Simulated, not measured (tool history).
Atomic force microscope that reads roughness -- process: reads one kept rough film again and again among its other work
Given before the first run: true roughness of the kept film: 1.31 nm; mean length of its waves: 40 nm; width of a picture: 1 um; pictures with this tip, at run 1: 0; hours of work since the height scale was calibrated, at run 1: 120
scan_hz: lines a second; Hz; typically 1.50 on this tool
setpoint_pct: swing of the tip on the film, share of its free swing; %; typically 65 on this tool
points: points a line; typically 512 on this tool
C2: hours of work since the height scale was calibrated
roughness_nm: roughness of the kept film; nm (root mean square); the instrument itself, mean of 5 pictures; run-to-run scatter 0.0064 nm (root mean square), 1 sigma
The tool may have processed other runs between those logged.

run 1 hour=0.0 | scan_hz=1.50 setpoint_pct=65 points=512 | pictures_with_this_tip=0 C2=120 | roughness_nm=1.244
run 2 hour=8.8 | scan_hz=1.50 setpoint_pct=65 points=512 | pictures_with_this_tip=13 C2=127 | roughness_nm=1.254
run 3 hour=18.2 | scan_hz=1.50 setpoint_pct=65 points=512 | pictures_with_this_tip=27 C2=134 | roughness_nm=1.231
run 4 hour=35.2 | scan_hz=1.50 setpoint_pct=65 points=512 | pictures_with_this_tip=52 C2=148 | roughness_nm=1.250
run 5 hour=52.6 | scan_hz=1.50 setpoint_pct=65 points=842 | pictures_with_this_tip=78 C2=162 | roughness_nm=1.236
run 6 hour=71.7 | scan_hz=1.50 setpoint_pct=65 points=399 | pictures_with_this_tip=106 C2=177 | roughness_nm=1.236
run 7 hour=89.6 | scan_hz=1.50 setpoint_pct=76 points=512 | pictures_with_this_tip=133 C2=191 | roughness_nm=1.213
run 8 hour=98.8 | scan_hz=1.50 setpoint_pct=62 points=512 | pictures_with_this_tip=146 C2=198 | roughness_nm=1.259
run 9 hour=115.2 | scan_hz=1.50 setpoint_pct=62 points=512 | pictures_with_this_tip=171 C2=211 | roughness_nm=1.249
run 10 hour=128.3 | scan_hz=1.50 setpoint_pct=62 points=512 | pictures_with_this_tip=190 C2=222 | roughness_nm=1.249
run 11 hour=144.8 | scan_hz=1.50 setpoint_pct=65 points=512 | pictures_with_this_tip=215 C2=235 | roughness_nm=1.243
run 12 hour=154.9 | scan_hz=1.50 setpoint_pct=67 points=512 | pictures_with_this_tip=230 C2=243 | roughness_nm=1.248
-- hour=172.0 new tip fitted
run 13 hour=172.0 | scan_hz=1.50 setpoint_pct=67 points=512 | pictures_with_this_tip=0 C2=256 | roughness_nm=1.251
run 14 hour=185.7 | scan_hz=1.50 setpoint_pct=70 points=512 | pictures_with_this_tip=21 C2=267 | roughness_nm=1.240
run 15 hour=204.8 | scan_hz=1.50 setpoint_pct=70 points=512 | pictures_with_this_tip=49 C2=282 | roughness_nm=1.233
run 16 hour=223.9 | scan_hz=1.50 setpoint_pct=70 points=512 | pictures_with_this_tip=77 C2=297 | roughness_nm=1.237
run 17 hour=238.3 | scan_hz=0.84 setpoint_pct=65 points=512 | pictures_with_this_tip=99 C2=309 | roughness_nm=1.254
run 18 hour=247.6 | scan_hz=0.84 setpoint_pct=65 points=512 | pictures_with_this_tip=112 C2=316 | roughness_nm=1.264
run 19 hour=265.2 | scan_hz=0.84 setpoint_pct=60 points=501 | pictures_with_this_tip=139 C2=330 | roughness_nm=1.271
run 20 hour=284.1 | scan_hz=0.67 setpoint_pct=57 points=512 | pictures_with_this_tip=167 C2=345 | roughness_nm=1.270
run 21 hour=296.1 | scan_hz=1.50 setpoint_pct=65 points=664 | pictures_with_this_tip=184 C2=355 | roughness_nm=1.244
run 22 hour=315.4 | scan_hz=1.38 setpoint_pct=67 points=490 | pictures_with_this_tip=213 C2=370 | roughness_nm=1.254
run 23 hour=331.0 | scan_hz=1.38 setpoint_pct=67 points=490 | pictures_with_this_tip=236 C2=382 | roughness_nm=1.237
-- hour=342.8 new tip fitted
run 24 hour=342.8 | scan_hz=1.38 setpoint_pct=67 points=490 | pictures_with_this_tip=0 C2=391 | roughness_nm=1.241
run 25 hour=352.5 | scan_hz=1.38 setpoint_pct=67 points=490 | pictures_with_this_tip=14 C2=399 | roughness_nm=1.242
run 26 hour=360.8 | scan_hz=0.80 setpoint_pct=76 points=334 | pictures_with_this_tip=27 C2=406 | roughness_nm=1.241
run 27 hour=371.5 | scan_hz=0.80 setpoint_pct=76 points=334 | pictures_with_this_tip=43 C2=414 | roughness_nm=1.244
run 28 hour=380.2 | scan_hz=1.43 setpoint_pct=65 points=512 | pictures_with_this_tip=56 C2=421 | roughness_nm=1.264
run 29 hour=397.4 | scan_hz=1.43 setpoint_pct=65 points=512 | pictures_with_this_tip=81 C2=435 | roughness_nm=1.246
run 30 hour=410.6 | scan_hz=1.43 setpoint_pct=65 points=512 | pictures_with_this_tip=101 C2=445 | roughness_nm=1.227
run 31 hour=422.2 | scan_hz=2.97 setpoint_pct=86 points=351 | pictures_with_this_tip=118 C2=455 | roughness_nm=1.084
run 32 hour=437.2 | scan_hz=1.14 setpoint_pct=72 points=458 | pictures_with_this_tip=140 C2=466 | roughness_nm=1.246
run 33 hour=448.7 | scan_hz=2.73 setpoint_pct=59 points=935 | pictures_with_this_tip=157 C2=476 | roughness_nm=1.240
run 34 hour=461.6 | scan_hz=0.95 setpoint_pct=65 points=498 | pictures_with_this_tip=176 C2=486 | roughness_nm=1.275

Each row is a separate what-if for the run after 34, all from the same tool condition, not one after another. Results?
run A hour=477.0 | scan_hz=1.50 setpoint_pct=65 points=422 | pictures_with_this_tip=199 C2=498 | roughness_nm=?
run B hour=477.0 | scan_hz=2.46 setpoint_pct=67 points=639 | pictures_with_this_tip=199 C2=498 | roughness_nm=?
run C hour=477.0 | scan_hz=3.63 setpoint_pct=85 points=285 | pictures_with_this_tip=199 C2=498 | roughness_nm=?

run=A roughness_nm=1.235
run=B roughness_nm=1.206
run=C roughness_nm=1.041
Had the tool no hidden state, the same runs would have come out as:
run=A roughness_nm=1.237
run=B roughness_nm=1.208
run=C roughness_nm=1.043

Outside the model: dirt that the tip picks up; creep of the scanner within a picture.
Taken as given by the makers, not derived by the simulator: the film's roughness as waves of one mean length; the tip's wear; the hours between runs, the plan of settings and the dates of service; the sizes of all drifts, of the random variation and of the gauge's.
